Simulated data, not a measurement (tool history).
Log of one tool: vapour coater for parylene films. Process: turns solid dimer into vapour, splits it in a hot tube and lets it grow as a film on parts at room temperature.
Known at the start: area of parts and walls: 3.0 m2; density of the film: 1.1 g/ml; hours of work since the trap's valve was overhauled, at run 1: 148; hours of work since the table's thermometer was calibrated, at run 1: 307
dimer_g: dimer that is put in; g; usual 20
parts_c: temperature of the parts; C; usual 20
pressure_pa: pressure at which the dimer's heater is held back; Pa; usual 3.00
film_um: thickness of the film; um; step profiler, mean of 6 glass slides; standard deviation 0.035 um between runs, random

run	hour	dimer_g	parts_c	pressure_pa	hours of work since the trap's valve was overhauled	hours of work since the table's thermometer was calibrated	film_um
1	0.0	20	20	3.00	148	307	4.66
2	35.8	23	20	3.00	176	336	5.25
3	73.8	20	20	3.00	206	366	4.53
4	101.7	20	20	3.00	228	388	4.60
5	128.9	22	20	3.00	250	409	4.99
6	150.4	22	20	3.00	267	426	4.98
# hour 180.6: trap's valve overhauled
7	202.5	22	20	3.00	17	465	5.16
8	228.8	8	20	3.00	38	486	1.86
9	258.2	8	20	3.00	61	509	1.88
10	297.2	25	19	3.19	92	540	6.03
11	332.1	13	26	3.07	120	567	2.18
12	363.7	13	29	3.07	145	592	1.87
13	407.9	13	14	2.63	180	627	3.69
14	451.1	13	14	2.63	214	662	3.68
15	481.6	25	19	5.56	239	686	5.47
16	514.5	13	22	3.00	265	712	2.55
17	536.4	13	22	3.00	282	729	2.58

Measured minus without-hidden-state, run by run (identical run-to-run variation in each term; gauge scatter may differ):
What the log doesn't record here: vapour lost through the trap's worn valve, %; true temperature of the parts over the reading, C; drift of the gauge itself on film_um, %.
run	film_um
1	-0.39
2	-0.49
3	-0.47
4	-0.51
5	-0.59
6	-0.62
7	-0.30
8	-0.12
9	-0.14
10	-0.50
11	-0.20
12	-0.20
13	-0.15
14	-0.18
15	-0.73
16	-0.37
17	-0.38

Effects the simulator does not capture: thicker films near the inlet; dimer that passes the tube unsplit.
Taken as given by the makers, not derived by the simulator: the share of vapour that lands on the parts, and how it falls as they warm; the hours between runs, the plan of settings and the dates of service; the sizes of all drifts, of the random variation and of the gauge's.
